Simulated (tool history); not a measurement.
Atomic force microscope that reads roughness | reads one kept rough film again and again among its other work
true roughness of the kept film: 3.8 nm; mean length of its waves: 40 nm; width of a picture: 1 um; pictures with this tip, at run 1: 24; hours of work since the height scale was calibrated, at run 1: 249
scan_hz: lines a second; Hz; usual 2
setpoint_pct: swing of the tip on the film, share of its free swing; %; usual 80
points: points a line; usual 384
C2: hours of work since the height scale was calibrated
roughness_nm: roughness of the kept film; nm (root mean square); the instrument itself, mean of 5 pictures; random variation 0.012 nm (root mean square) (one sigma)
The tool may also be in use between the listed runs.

Run 1, day 0: usual settings; pictures with this tip 24; C2 249. Result: roughness_nm 2.806 nm (root mean square).
Run 2, day 0.346: usual settings; pictures with this tip 40; C2 256. Result: roughness_nm 2.755 nm (root mean square).
Run 3, day 0.579: usual settings; pictures with this tip 52; C2 260. Result: roughness_nm 2.708 nm (root mean square).
Run 4, day 0.792: usual settings but points 402; pictures with this tip 62; C2 264. Result: roughness_nm 2.692 nm (root mean square).
Run 5, day 0.983: usual settings but points 402; pictures with this tip 71; C2 268. Result: roughness_nm 2.641 nm (root mean square).
Run 6, day 1.283: usual settings but points 402; pictures with this tip 86; C2 273. Result: roughness_nm 2.616 nm (root mean square).
Run 7, day 1.517: usual settings but points 402; pictures with this tip 97; C2 278. Result: roughness_nm 2.579 nm (root mean square).
At day 1.579: height scale calibrated on a step standard.
Run 8, day 1.942: usual settings but points 402; pictures with this tip 116; C2 7. Result: roughness_nm 2.521 nm (root mean square).
Run 9, day 2.2: usual settings but setpoint_pct 68 %, points 402; pictures with this tip 128; C2 11. Result: roughness_nm 2.725 nm (root mean square).
Run 10, day 2.379: usual settings but setpoint_pct 68 %, points 402; pictures with this tip 137; C2 15. Result: roughness_nm 2.7 nm (root mean square).
At day 2.638: height scale calibrated on a step standard, once more.
Run 11, day 2.742: usual settings but scan_hz 2.18 Hz; pictures with this tip 153; C2 2. Result: roughness_nm 2.385 nm (root mean square).
Run 12, day 2.983: usual settings but scan_hz 2.18 Hz; pictures with this tip 164; C2 6. Result: roughness_nm 2.354 nm (root mean square).
At day 3.258: new tip fitted.
Run 13, day 3.279: usual settings but scan_hz 2.18 Hz; pictures with this tip 1; C2 11. Result: roughness_nm 2.823 nm (root mean square).
Run 14, day 3.604: usual settings but scan_hz 2.18 Hz; pictures with this tip 16; C2 18. Result: roughness_nm 2.787 nm (root mean square).
Run 15, day 3.817: usual settings but scan_hz 0.73 Hz, setpoint_pct 56 %, points 440; pictures with this tip 27; C2 21. Result: roughness_nm 3.383 nm (root mean square).
Run 16, day 4.196: usual settings but setpoint_pct 58 %, points 525; pictures with this tip 45; C2 28. Result: roughness_nm 3.157 nm (root mean square).
Run 17, day 4.458: usual settings but scan_hz 1.07 Hz, setpoint_pct 87 %; pictures with this tip 58; C2 33. Result: roughness_nm 2.835 nm (root mean square).
Run 18, day 4.646: usual settings but scan_hz 3.26 Hz, setpoint_pct 87 %; pictures with this tip 67; C2 37. Result: roughness_nm 2.16 nm (root mean square).
Run 19, day 5.025: usual settings but scan_hz 1.07 Hz, setpoint_pct 87 %, points 387; pictures with this tip 85; C2 44. Result: roughness_nm 2.736 nm (root mean square).
Run 20, day 5.217: usual settings but scan_hz 1.07 Hz, setpoint_pct 87 %, points 387; pictures with this tip 95; C2 47. Result: roughness_nm 2.731 nm (root mean square).
Run 21, day 5.454: usual settings but scan_hz 1.82 Hz, setpoint_pct 64 %, points 622; pictures with this tip 106; C2 52. Result: roughness_nm 2.896 nm (root mean square).
Run 22, day 5.842: usual settings but scan_hz 2.63 Hz, setpoint_pct 72 %, points 521; pictures with this tip 125; C2 59. Result: roughness_nm 2.59 nm (root mean square).

3 ways to go on from here, each from the tool as it stands after run 22. What would each give?
Run A, day 6.038: usual settings but scan_hz 0.99 Hz, setpoint_pct 66 %, points 783; pictures with this tip 134; C2 63. Result: roughness_nm ?.
Run B, day 6.038: usual settings but scan_hz 0.55 Hz, setpoint_pct 72 %, points 337; pictures with this tip 134; C2 63. Result: roughness_nm ?.
Run C, day 6.038: usual settings but scan_hz 1.35 Hz, setpoint_pct 71 %, points 352; pictures with this tip 134; C2 63. Result: roughness_nm ?.

run  roughness_nm
  A           2.9
  B         2.925
  C         2.789
Without the tool's hidden state the same runs would have given:
run  roughness_nm
  A         3.375
  B         3.404
  C         3.246
